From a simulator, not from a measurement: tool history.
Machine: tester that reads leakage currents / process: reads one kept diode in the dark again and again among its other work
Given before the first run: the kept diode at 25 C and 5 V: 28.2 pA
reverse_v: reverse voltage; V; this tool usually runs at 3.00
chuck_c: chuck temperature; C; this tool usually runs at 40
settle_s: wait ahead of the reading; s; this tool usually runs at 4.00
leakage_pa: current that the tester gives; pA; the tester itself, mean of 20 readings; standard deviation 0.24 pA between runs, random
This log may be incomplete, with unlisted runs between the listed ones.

{"run": 1, "hour": 0.0, "reverse_v": 3.0, "chuck_c": 40, "settle_s": 4.0, "leakage_pa": 85.56}
{"run": 2, "hour": 120.5, "reverse_v": 3.0, "chuck_c": 40, "settle_s": 4.0, "leakage_pa": 86.48}
{"run": 3, "hour": 240.1, "reverse_v": 3.0, "chuck_c": 40, "settle_s": 4.0, "leakage_pa": 86.8}
{"run": 4, "hour": 304.0, "reverse_v": 3.0, "chuck_c": 40, "settle_s": 4.0, "leakage_pa": 87.7}
{"run": 5, "hour": 354.0, "reverse_v": 3.0, "chuck_c": 40, "settle_s": 4.0, "leakage_pa": 87.41}
{"run": 6, "hour": 446.9, "reverse_v": 3.0, "chuck_c": 40, "settle_s": 4.0, "leakage_pa": 88.07}
{"run": 7, "hour": 504.9, "reverse_v": 3.0, "chuck_c": 40, "settle_s": 4.0, "leakage_pa": 88.05}
{"run": 8, "hour": 589.8, "reverse_v": 3.0, "chuck_c": 40, "settle_s": 4.0, "leakage_pa": 88.04}
{"hour": 609.7, "done": "chuck's temperature calibrated"}
{"run": 9, "hour": 714.4, "reverse_v": 3.0, "chuck_c": 40, "settle_s": 4.0, "leakage_pa": 79.39}
{"run": 10, "hour": 789.2, "reverse_v": 3.0, "chuck_c": 40, "settle_s": 4.0, "leakage_pa": 79.53}
{"run": 11, "hour": 891.1, "reverse_v": 3.0, "chuck_c": 40, "settle_s": 4.0, "leakage_pa": 80.02}
{"run": 12, "hour": 1003.8, "reverse_v": 3.0, "chuck_c": 40, "settle_s": 4.0, "leakage_pa": 80.46}
{"run": 13, "hour": 1077.1, "reverse_v": 3.0, "chuck_c": 40, "settle_s": 4.0, "leakage_pa": 80.82}
{"run": 14, "hour": 1156.6, "reverse_v": 3.0, "chuck_c": 40, "settle_s": 4.0, "leakage_pa": 81.59}
{"run": 15, "hour": 1266.4, "reverse_v": 4.89, "chuck_c": 41, "settle_s": 0.35, "leakage_pa": 109.51}
{"run": 16, "hour": 1324.7, "reverse_v": 2.66, "chuck_c": 27, "settle_s": 2.93, "leakage_pa": 28.63}
{"run": 17, "hour": 1437.9, "reverse_v": 3.0, "chuck_c": 46, "settle_s": 7.66, "leakage_pa": 129.1}
{"run": 18, "hour": 1493.6, "reverse_v": 3.0, "chuck_c": 43, "settle_s": 0.33, "leakage_pa": 104.97}
{"run": 19, "hour": 1599.0, "reverse_v": 3.0, "chuck_c": 56, "settle_s": 4.0, "leakage_pa": 264.99}
{"run": 20, "hour": 1662.5, "reverse_v": 3.0, "chuck_c": 27, "settle_s": 4.0, "leakage_pa": 30.96}
{"run": 21, "hour": 1712.5, "reverse_v": 5.39, "chuck_c": 40, "settle_s": 4.0, "leakage_pa": 106.55}
{"run": 22, "hour": 1807.9, "reverse_v": 5.39, "chuck_c": 40, "settle_s": 4.0, "leakage_pa": 107.56}

Expected results for the next run?
{"run": 23, "hour": 1859.2, "reverse_v": 1.51, "chuck_c": 40, "settle_s": 1.16, "leakage_pa": "?"}

Run 23 yielded leakage_pa 63.97 pA.
If the tool had no hidden condition, the same run with the same run-to-run variation would have returned leakage_pa 60.09 pA.

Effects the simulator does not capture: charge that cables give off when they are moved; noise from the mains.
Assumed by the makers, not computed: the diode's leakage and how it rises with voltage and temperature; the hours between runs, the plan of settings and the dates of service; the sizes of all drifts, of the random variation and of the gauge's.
